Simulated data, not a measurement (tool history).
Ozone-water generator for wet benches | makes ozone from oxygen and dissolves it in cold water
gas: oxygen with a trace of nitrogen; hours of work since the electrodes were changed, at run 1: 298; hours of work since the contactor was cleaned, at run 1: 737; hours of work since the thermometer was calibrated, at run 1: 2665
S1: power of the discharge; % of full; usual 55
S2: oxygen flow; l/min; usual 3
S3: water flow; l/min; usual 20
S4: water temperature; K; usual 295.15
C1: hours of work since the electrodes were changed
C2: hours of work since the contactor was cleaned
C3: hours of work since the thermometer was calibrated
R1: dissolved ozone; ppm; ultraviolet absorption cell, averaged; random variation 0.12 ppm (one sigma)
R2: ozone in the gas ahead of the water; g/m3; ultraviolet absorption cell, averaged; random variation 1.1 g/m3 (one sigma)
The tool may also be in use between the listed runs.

{"run": 1, "day": 0.0, "S1": 55, "S2": 3, "S3": 20, "S4": 295.15, "C1": 298, "C2": 737, "C3": 2665, "R1": 12.5, "R2": 184.1}
{"run": 2, "day": 0.692, "S1": 55, "S2": 3, "S3": 20, "S4": 295.15, "C1": 314, "C2": 752, "C3": 2681, "R1": 12.6, "R2": 183.2}
{"run": 3, "day": 1.846, "S1": 55, "S2": 3, "S3": 20, "S4": 295.15, "C1": 340, "C2": 779, "C3": 2707, "R1": 12.5, "R2": 185.8}
{"run": 4, "day": 2.854, "S1": 64, "S2": 3, "S3": 20, "S4": 295.15, "C1": 363, "C2": 801, "C3": 2730, "R1": 14, "R2": 209}
{"run": 5, "day": 3.967, "S1": 55, "S2": 4.92, "S3": 20, "S4": 295.15, "C1": 388, "C2": 827, "C3": 2755, "R1": 13.7, "R2": 153.7}
{"run": 6, "day": 5.462, "S1": 55, "S2": 4.92, "S3": 20, "S4": 295.15, "C1": 422, "C2": 861, "C3": 2789, "R1": 13.9, "R2": 154.4}
{"run": 7, "day": 6.383, "S1": 55, "S2": 4.92, "S3": 20, "S4": 295.15, "C1": 443, "C2": 882, "C3": 2810, "R1": 13.7, "R2": 153.3}
{"run": 8, "day": 7.888, "S1": 55, "S2": 4.92, "S3": 20, "S4": 295.15, "C1": 477, "C2": 916, "C3": 2844, "R1": 13.8, "R2": 153.4}
{"run": 9, "day": 9.179, "S1": 55, "S2": 3, "S3": 20, "S4": 295.15, "C1": 506, "C2": 945, "C3": 2873, "R1": 12.8, "R2": 187}
{"run": 10, "day": 9.883, "S1": 55, "S2": 3, "S3": 20, "S4": 291.15, "C1": 522, "C2": 961, "C3": 2889, "R1": 13.1, "R2": 186.1}
{"run": 11, "day": 11.488, "S1": 55, "S2": 3, "S3": 20, "S4": 291.15, "C1": 559, "C2": 997, "C3": 2926, "R1": 12.9, "R2": 187.2}
{"run": 12, "day": 12.192, "S1": 55, "S2": 3, "S3": 20, "S4": 291.15, "C1": 575, "C2": 1013, "C3": 2942, "R1": 13.1, "R2": 186.7}
{"run": 13, "day": 13.85, "S1": 55, "S2": 3, "S3": 20, "S4": 291.15, "C1": 612, "C2": 1051, "C3": 2979, "R1": 13, "R2": 188.7}
{"run": 14, "day": 14.646, "S1": 44, "S2": 4.82, "S3": 28, "S4": 297.15, "C1": 630, "C2": 1069, "C3": 2997, "R1": 8.3, "R2": 131.7}
{"run": 15, "day": 16.283, "S1": 44, "S2": 4.82, "S3": 28, "S4": 297.15, "C1": 667, "C2": 1106, "C3": 3034, "R1": 8.3, "R2": 131.6}
{"run": 16, "day": 17.05, "S1": 44, "S2": 4.82, "S3": 28, "S4": 297.15, "C1": 685, "C2": 1123, "C3": 3052, "R1": 8.4, "R2": 132.1}

The next listed run, before its measurement:
{"run": 17, "day": 18.604, "S1": 55, "S2": 4.84, "S3": 25, "S4": 292.15, "C1": 720, "C2": 1159, "C3": 3087, "R1": "?", "R2": "?"}

{"run 17": {"R1": 11.9, "R2": 157.2}}
Without the tool's hidden state the same run would have given R1 11.9 ppm, R2 154.2 g/m3.
